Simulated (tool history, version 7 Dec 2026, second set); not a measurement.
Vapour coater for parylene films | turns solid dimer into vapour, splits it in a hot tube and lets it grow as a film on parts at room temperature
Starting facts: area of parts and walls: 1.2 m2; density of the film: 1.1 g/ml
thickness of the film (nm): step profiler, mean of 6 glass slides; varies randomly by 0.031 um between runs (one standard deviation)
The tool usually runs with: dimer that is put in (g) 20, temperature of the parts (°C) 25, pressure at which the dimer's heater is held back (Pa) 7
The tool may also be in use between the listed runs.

run   hour  dimer that is put in (g)  temperature of the parts (°C)  pressure at which the dimer's heater is held back (Pa)  thickness of the film (nm)
  1      0                        20                             25                                                       7                        7930
  2   18.5                        20                             25                                                       7                        7980
  3   62.9                        20                             25                                                    2.01                        8710
  4   92.2                        20                             25                                                    2.01                        8590
  5  129.3                        20                             25                                                    2.01                        8640
  6  149.9                        20                             25                                                    5.97                        8020
  7  171.2                        20                             25                                                    5.97                        8040
  8  202.7                        20                             25                                                    5.97                        8010
  9  241.4                        20                             25                                                    5.97                        7970
 10    277                        20                             30                                                       7                        7260
 11  319.2                        20                             36                                                       7                        6540
 12  339.2                        20                             25                                                    3.86                        8150
 13    378                        20                             26                                                    3.81                        8020
 14  411.4                        20                             28                                                       7                        7400
     429.6  -- trap's valve overhauled
 15  435.8                        36                             23                                                       7                       15090
 16  462.2                        36                             23                                                       7                       15070
 17  507.1                        36                             23                                                    9.26                       14760
 18  541.9                        36                             18                                                   10.23                       15950
 19  575.1                        13                             21                                                    2.89                        5990
 20  617.3                        13                             21                                                    2.89                        5920
 21  657.4                        17                             21                                                    2.65                        7770
 22  677.2                        19                             27                                                       7                        7410
 23  715.8                        18                             26                                                     9.1                        6940

Measured minus without-hidden-state, run by run (identical run-to-run variation in each term; gauge scatter may differ):
The hidden state here: vapour lost through the trap's worn valve, %; true temperature of the parts over the reading, C; drift of the gauge itself on film_um, %.
run  thickness of the film (nm)
  1                        -200
  2                        -220
  3                        -250
  4                        -270
  5                        -290
  6                        -270
  7                        -290
  8                        -300
  9                        -310
 10                        -300
 11                        -290
 12                        -370
 13                        -390
 14                        -370
 15                        -130
 16                        -140
 17                        -180
 18                        -220
 19                         -90
 20                        -110
 21                        -160
 22                        -160
 23                        -160
